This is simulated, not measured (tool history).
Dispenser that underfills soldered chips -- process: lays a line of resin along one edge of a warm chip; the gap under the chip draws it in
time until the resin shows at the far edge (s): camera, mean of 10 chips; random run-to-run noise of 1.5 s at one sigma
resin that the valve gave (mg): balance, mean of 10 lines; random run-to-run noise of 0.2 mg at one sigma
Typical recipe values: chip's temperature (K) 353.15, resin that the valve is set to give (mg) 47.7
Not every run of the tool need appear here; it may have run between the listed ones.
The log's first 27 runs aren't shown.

run   hour  chip's temperature (K)  resin that the valve is set to give (mg)  hours of work since the syringe was changed  hours of work since the valve was cleaned  hours of work since the stage was calibrated  time until the resin shows at the far edge (s)  resin that the valve gave (mg)
     212.6  -- new syringe of resin
 28  213.1                  347.15                                      44.6                                            0                                         22                                           247                                           191.5                           43.65
 29  222.5                  362.15                                      60.8                                            6                                         28                                           253                                           154.9                           58.71
     223.7  -- new syringe of resin
 30  233.7                  362.15                                      60.8                                            6                                         35                                           260                                           155.7                           58.78
     234.5  -- new syringe of resin
 31  240.8                  365.15                                      44.3                                            4                                         40                                           264                                           114.5                           42.60
     245.6  -- new syringe of resin
 32  249.2                  365.15                                      44.3                                            2                                         45                                           269                                           101.7                           42.33
     256.8  -- new syringe of resin
 33  256.8                  365.15                                      44.3                                            0                                         49                                           274                                            80.8                           42.53
 34  261.9                  365.15                                      61.6                                            3                                         53                                           277                                           102.5                           58.71
     267.8  -- new syringe of resin
 35  269.2                  365.15                                      61.6                                            1                                         57                                           282                                            79.9                           58.21
     278.6  -- new syringe of resin
 36  279.8                  365.15                                      61.6                                            1                                         64                                           288                                            81.4                           58.01

Branching from run 36: 3 alternative next runs. What would each branch give?
  A  285.6                  341.15                                      48.3                                            4                                         67                                           292                                               ?                               ?
  B  285.6                  359.15                                      54.6                                            4                                         67                                           292                                               ?                               ?
  C  285.6                  365.15                                      51.8                                            4                                         67                                           292                                               ?                               ?

run  time until the resin shows at the far edge (s)  resin that the valve gave (mg)
  A                                           383.9                           45.40
  B                                           148.4                           51.42
  C                                           116.7                           48.87
Without the tool's hidden state the same runs would have given:
run  time until the resin shows at the far edge (s)  resin that the valve gave (mg)
  A                                           276.4                           48.26
  B                                           106.6                           54.66
  C                                            83.4                           51.95

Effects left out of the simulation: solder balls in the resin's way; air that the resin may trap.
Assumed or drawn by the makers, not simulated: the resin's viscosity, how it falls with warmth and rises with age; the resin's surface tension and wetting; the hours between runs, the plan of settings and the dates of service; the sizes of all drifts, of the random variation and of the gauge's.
